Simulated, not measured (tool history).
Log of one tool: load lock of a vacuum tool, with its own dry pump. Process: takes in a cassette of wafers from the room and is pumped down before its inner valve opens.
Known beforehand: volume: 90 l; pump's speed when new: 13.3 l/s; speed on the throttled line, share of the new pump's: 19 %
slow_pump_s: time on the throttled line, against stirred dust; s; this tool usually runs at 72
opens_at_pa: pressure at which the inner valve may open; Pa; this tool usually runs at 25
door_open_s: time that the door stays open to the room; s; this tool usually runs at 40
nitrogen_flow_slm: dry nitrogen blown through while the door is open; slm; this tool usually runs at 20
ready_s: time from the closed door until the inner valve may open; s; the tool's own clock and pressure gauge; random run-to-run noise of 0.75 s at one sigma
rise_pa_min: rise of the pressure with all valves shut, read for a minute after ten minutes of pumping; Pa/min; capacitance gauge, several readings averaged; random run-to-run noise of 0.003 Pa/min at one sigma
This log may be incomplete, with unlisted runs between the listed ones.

run,hour,slow_pump_s,opens_at_pa,door_open_s,nitrogen_flow_slm,"incoming humidity of the room's air, %",ready_s,rise_pa_min
1,0.0,72,25,40,20,47.3,114.9,0.023
2,80.7,72,25,40,20,44.4,115.1,0.020
3,212.7,72,25,40,20,47.8,114.7,0.022
4,294.5,72,25,40,20,46.8,116.5,0.015
5,356.4,72,25,40,20,44.9,115.3,0.017
6,429.6,72,25,40,20,45.2,114.9,0.024
# hour 526.0: dry pump taken out, an overhauled one fitted
7,534.9,72,25,40,20,45.9,115.9,0.016
8,627.0,72,29,40,20,47.4,114.1,0.028
9,685.8,72,29,40,20,44.5,112.6,0.023
10,750.1,72,25,45,20,45.5,114.3,0.019
11,817.4,72,25,40,12,48.9,115.7,0.027
12,893.8,72,25,40,12,44.2,115.2,0.024
13,962.9,72,25,40,12,44.4,115.3,0.031
14,1062.0,72,25,40,12,44.2,114.4,0.025
15,1186.7,72,25,40,27,43.3,114.4,0.019
16,1280.0,72,25,46,20,43.8,115.0,0.018
17,1356.7,72,25,40,20,43.7,114.5,0.016
18,1450.5,72,25,40,20,44.6,113.5,0.018
19,1529.9,72,19,40,20,48.7,117.0,0.024
20,1598.7,72,31,40,12,44.8,114.3,0.024
21,1685.2,72,31,40,12,44.8,113.8,0.025
22,1792.3,72,31,40,12,45.1,112.5,0.024
23,1904.8,43,44,40,11,42.6,87.3,0.028
24,2010.8,43,44,40,11,43.2,87.9,0.029
25,2073.1,95,44,40,13,39.8,131.0,0.024
26,2168.5,72,22,159,4,44.3,116.2,0.080
27,2298.2,72,22,159,4,42.2,115.7,0.070
28,2376.7,72,22,159,4,45.2,117.1,0.082
29,2468.4,68,26,166,25,43.6,110.9,0.041
30,2537.0,68,26,28,21,47.9,112.0,0.017
31,2660.5,68,26,28,21,46.7,111.1,0.020
32,2757.6,68,26,112,7,47.9,112.5,0.057
33,2888.2,68,26,112,7,43.8,111.7,0.055
34,2951.9,68,26,112,7,44.9,112.6,0.051
35,3054.6,71,25,64,30,46.4,113.4,0.019

Alternative continuations, all from the tool just after run 35; predict every row:
A,3172.9,79,25,64,30,45.4,?,?
B,3172.9,37,25,40,20,43.7,?,?
C,3172.9,54,21,64,10,46.1,?,?

run,ready_s,rise_pa_min
A,121.3,0.019
B,85.9,0.025
C,101.5,0.035
Take away the tool's hidden state, keep each run's random variation, and the runs would have read:
run,ready_s,rise_pa_min
A,121.3,0.019
B,85.9,0.025
C,101.5,0.035

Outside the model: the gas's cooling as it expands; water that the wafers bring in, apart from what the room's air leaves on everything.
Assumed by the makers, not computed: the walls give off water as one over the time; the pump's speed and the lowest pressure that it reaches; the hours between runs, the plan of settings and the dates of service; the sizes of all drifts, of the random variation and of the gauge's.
